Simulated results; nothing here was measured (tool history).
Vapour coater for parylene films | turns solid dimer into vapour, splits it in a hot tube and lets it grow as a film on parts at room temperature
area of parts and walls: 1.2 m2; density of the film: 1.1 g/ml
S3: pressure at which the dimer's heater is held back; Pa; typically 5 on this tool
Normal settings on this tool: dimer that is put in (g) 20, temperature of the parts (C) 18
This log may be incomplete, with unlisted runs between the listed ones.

run 1 hour=0 | dimer_that_is_put_in_(g)=20 temperature_of_the_parts_(C)=18 S3=5 | thickness_of_the_film_(µm)=9.88
run 2 hour=44.8 | dimer_that_is_put_in_(g)=20 temperature_of_the_parts_(C)=18 S3=3.47 | thickness_of_the_film_(µm)=10.22
run 3 hour=115.4 | dimer_that_is_put_in_(g)=20 temperature_of_the_parts_(C)=18 S3=7.4 | thickness_of_the_film_(µm)=9.59
run 4 hour=169.4 | dimer_that_is_put_in_(g)=20 temperature_of_the_parts_(C)=18 S3=5 | thickness_of_the_film_(µm)=9.86
run 5 hour=200.8 | dimer_that_is_put_in_(g)=20 temperature_of_the_parts_(C)=18 S3=5 | thickness_of_the_film_(µm)=9.8
run 6 hour=255.2 | dimer_that_is_put_in_(g)=20 temperature_of_the_parts_(C)=18 S3=5 | thickness_of_the_film_(µm)=10
run 7 hour=308.5 | dimer_that_is_put_in_(g)=20 temperature_of_the_parts_(C)=18 S3=5 | thickness_of_the_film_(µm)=9.88
run 8 hour=360.1 | dimer_that_is_put_in_(g)=20 temperature_of_the_parts_(C)=18 S3=5 | thickness_of_the_film_(µm)=9.78
run 9 hour=429.9 | dimer_that_is_put_in_(g)=20 temperature_of_the_parts_(C)=15 S3=5 | thickness_of_the_film_(µm)=11.14
run 10 hour=496.6 | dimer_that_is_put_in_(g)=20 temperature_of_the_parts_(C)=18 S3=5 | thickness_of_the_film_(µm)=9.87
run 11 hour=539.7 | dimer_that_is_put_in_(g)=20 temperature_of_the_parts_(C)=18 S3=5 | thickness_of_the_film_(µm)=9.86
run 12 hour=569.9 | dimer_that_is_put_in_(g)=20 temperature_of_the_parts_(C)=18 S3=4.34 | thickness_of_the_film_(µm)=9.99
run 13 hour=602.7 | dimer_that_is_put_in_(g)=20 temperature_of_the_parts_(C)=18 S3=4.34 | thickness_of_the_film_(µm)=9.82
run 14 hour=665.1 | dimer_that_is_put_in_(g)=20 temperature_of_the_parts_(C)=19 S3=5 | thickness_of_the_film_(µm)=9.34
run 15 hour=701.1 | dimer_that_is_put_in_(g)=20 temperature_of_the_parts_(C)=18 S3=7.89 | thickness_of_the_film_(µm)=9.55
run 16 hour=762.1 | dimer_that_is_put_in_(g)=20 temperature_of_the_parts_(C)=18 S3=5.5 | thickness_of_the_film_(µm)=9.77
run 17 hour=796.6 | dimer_that_is_put_in_(g)=20 temperature_of_the_parts_(C)=18 S3=5.5 | thickness_of_the_film_(µm)=9.74
run 18 hour=851.5 | dimer_that_is_put_in_(g)=20 temperature_of_the_parts_(C)=18 S3=5.5 | thickness_of_the_film_(µm)=9.8
run 19 hour=892.1 | dimer_that_is_put_in_(g)=20 temperature_of_the_parts_(C)=18 S3=5.5 | thickness_of_the_film_(µm)=9.84
run 20 hour=936.4 | dimer_that_is_put_in_(g)=20 temperature_of_the_parts_(C)=18 S3=5.5 | thickness_of_the_film_(µm)=9.64
run 21 hour=998.3 | dimer_that_is_put_in_(g)=20 temperature_of_the_parts_(C)=18 S3=5.5 | thickness_of_the_film_(µm)=9.82
run 22 hour=1029.3 | dimer_that_is_put_in_(g)=20 temperature_of_the_parts_(C)=18 S3=5.5 | thickness_of_the_film_(µm)=9.83
run 23 hour=1098 | dimer_that_is_put_in_(g)=14 temperature_of_the_parts_(C)=14 S3=2.55 | thickness_of_the_film_(µm)=8.48
run 24 hour=1165.5 | dimer_that_is_put_in_(g)=20 temperature_of_the_parts_(C)=17 S3=7.6 | thickness_of_the_film_(µm)=9.91
run 25 hour=1201 | dimer_that_is_put_in_(g)=25 temperature_of_the_parts_(C)=24 S3=4.18 | thickness_of_the_film_(µm)=9.83
run 26 hour=1271.5 | dimer_that_is_put_in_(g)=12 temperature_of_the_parts_(C)=12 S3=2.22 | thickness_of_the_film_(µm)=7.97
run 27 hour=1325 | dimer_that_is_put_in_(g)=12 temperature_of_the_parts_(C)=12 S3=2.22 | thickness_of_the_film_(µm)=7.86
run 28 hour=1363.6 | dimer_that_is_put_in_(g)=12 temperature_of_the_parts_(C)=12 S3=2.22 | thickness_of_the_film_(µm)=7.86
run 29 hour=1439.1 | dimer_that_is_put_in_(g)=12 temperature_of_the_parts_(C)=12 S3=2.22 | thickness_of_the_film_(µm)=8
run 30 hour=1492.4 | dimer_that_is_put_in_(g)=32 temperature_of_the_parts_(C)=12 S3=8.97 | thickness_of_the_film_(µm)=18.87
run 31 hour=1522.8 | dimer_that_is_put_in_(g)=16 temperature_of_the_parts_(C)=16 S3=9.83 | thickness_of_the_film_(µm)=8.07
run 32 hour=1578.9 | dimer_that_is_put_in_(g)=9 temperature_of_the_parts_(C)=11 S3=2.09 | thickness_of_the_film_(µm)=6.14
run 33 hour=1626.7 | dimer_that_is_put_in_(g)=9 temperature_of_the_parts_(C)=11 S3=2.09 | thickness_of_the_film_(µm)=6.2
run 34 hour=1678.6 | dimer_that_is_put_in_(g)=9 temperature_of_the_parts_(C)=11 S3=2.09 | thickness_of_the_film_(µm)=6.2
run 35 hour=1713.6 | dimer_that_is_put_in_(g)=9 temperature_of_the_parts_(C)=11 S3=2.09 | thickness_of_the_film_(µm)=6.11
run 36 hour=1748.5 | dimer_that_is_put_in_(g)=12 temperature_of_the_parts_(C)=19 S3=2.5 | thickness_of_the_film_(µm)=6
run 37 hour=1794.5 | dimer_that_is_put_in_(g)=12 temperature_of_the_parts_(C)=19 S3=2.5 | thickness_of_the_film_(µm)=6.03
run 38 hour=1824.5 | dimer_that_is_put_in_(g)=20 temperature_of_the_parts_(C)=22 S3=4.72 | thickness_of_the_film_(µm)=8.61
run 39 hour=1877.2 | dimer_that_is_put_in_(g)=20 temperature_of_the_parts_(C)=22 S3=4.72 | thickness_of_the_film_(µm)=8.48
run 40 hour=1935.4 | dimer_that_is_put_in_(g)=11 temperature_of_the_parts_(C)=18 S3=5 | thickness_of_the_film_(µm)=5.4
run 41 hour=1992.6 | dimer_that_is_put_in_(g)=11 temperature_of_the_parts_(C)=18 S3=5 | thickness_of_the_film_(µm)=5.39
run 42 hour=2026.2 | dimer_that_is_put_in_(g)=20 temperature_of_the_parts_(C)=14 S3=4.65 | thickness_of_the_film_(µm)=11.44

Taken out of this log: 9 entries between the listed runs. Where each belongs, and how the hidden state differs across it:
In the gap between runs 5 and 6: trap's valve overhauled (hour 220.8)
  vapour lost through the trap's worn valve, %: 0.7 -> 0.2
In the gap between runs 9 and 10: trap's valve overhauled (hour 461.1)
  vapour lost through the trap's worn valve, %: 0.7 -> 0.1
In the gap between runs 14 and 15: trap's valve overhauled (hour 701.1)
  vapour lost through the trap's worn valve, %: 0.7 -> 0
In the gap between runs 19 and 20: table's thermometer calibrated (hour 915.9)
  vapour lost through the trap's worn valve, %: 0.6 -> 0.8; true temperature of the parts over the reading, C: -0.06 -> 0
In the gap between runs 20 and 21: trap's valve overhauled (hour 945)
  vapour lost through the trap's worn valve, %: 0.8 -> 0.2
In the gap between runs 24 and 25: trap's valve overhauled (hour 1186.8)
  vapour lost through the trap's worn valve, %: 0.7 -> 0.1
In the gap between runs 28 and 29: trap's valve overhauled (hour 1429.8)
  vapour lost through the trap's worn valve, %: 0.6 -> 0.1
In the gap between runs 33 and 34: trap's valve overhauled (hour 1671)
  vapour lost through the trap's worn valve, %: 0.7 -> 0
In the gap between runs 39 and 40: trap's valve overhauled (hour 1915.9)
  vapour lost through the trap's worn valve, %: 0.7 -> 0.1
